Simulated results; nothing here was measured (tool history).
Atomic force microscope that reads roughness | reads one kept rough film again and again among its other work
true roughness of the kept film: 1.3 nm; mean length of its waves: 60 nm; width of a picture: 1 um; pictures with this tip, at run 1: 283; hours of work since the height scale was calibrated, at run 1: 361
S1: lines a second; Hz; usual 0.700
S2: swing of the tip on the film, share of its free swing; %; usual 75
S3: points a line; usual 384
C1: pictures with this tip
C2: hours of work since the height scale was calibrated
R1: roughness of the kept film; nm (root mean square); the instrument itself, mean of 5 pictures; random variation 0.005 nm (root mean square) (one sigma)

run	day	S1	S2	S3	C1	C2	R1
1	0.000	0.700	75	384	283	361	1.219
# day 1.829: new tip fitted
2	2.083	0.700	75	384	12	395	1.236
3	4.062	0.700	75	384	112	427	1.232
4	5.525	2.541	75	384	185	450	1.163
5	7.767	2.541	75	384	297	486	1.148
6	9.104	2.541	75	384	364	508	1.144
# day 9.438: new tip fitted
7	11.354	2.541	75	384	96	544	1.158
8	12.758	2.541	75	384	166	567	1.152
9	14.242	2.541	75	384	241	591	1.158
10	16.012	2.541	75	384	329	619	1.155
# day 16.912: new tip fitted
11	18.121	0.700	75	384	61	653	1.229
12	19.675	1.367	56	487	138	678	1.243
13	20.758	1.367	56	487	193	695	1.231
14	22.254	1.367	56	487	267	720	1.215
15	23.992	0.700	90	281	354	748	1.172
# day 24.200: height scale calibrated on a step standard
# day 24.429: new tip fitted
16	26.396	0.909	90	352	98	35	1.167
# day 27.588: height scale calibrated on a step standard, once more
17	28.746	0.579	72	384	214	19	1.246
18	30.662	2.067	55	462	310	50	1.222
# day 32.046: new tip fitted
19	32.350	0.910	55	348	15	77	1.267
20	34.296	3.829	76	624	112	108	1.124
21	35.662	3.195	72	370	181	130	1.148

4 ways to go on from here, each from the tool as it stands after run 21. What would each give?
A	37.888	3.195	72	900	292	166	?
B	37.888	0.700	75	384	292	166	?
C	37.888	2.706	85	370	292	166	?
D	37.888	1.008	82	461	292	166	?

run	R1
A	1.150
B	1.219
C	1.085
D	1.202
Without the tool's hidden state the same runs would have given:
run	R1
A	1.177
B	1.247
C	1.110
D	1.229
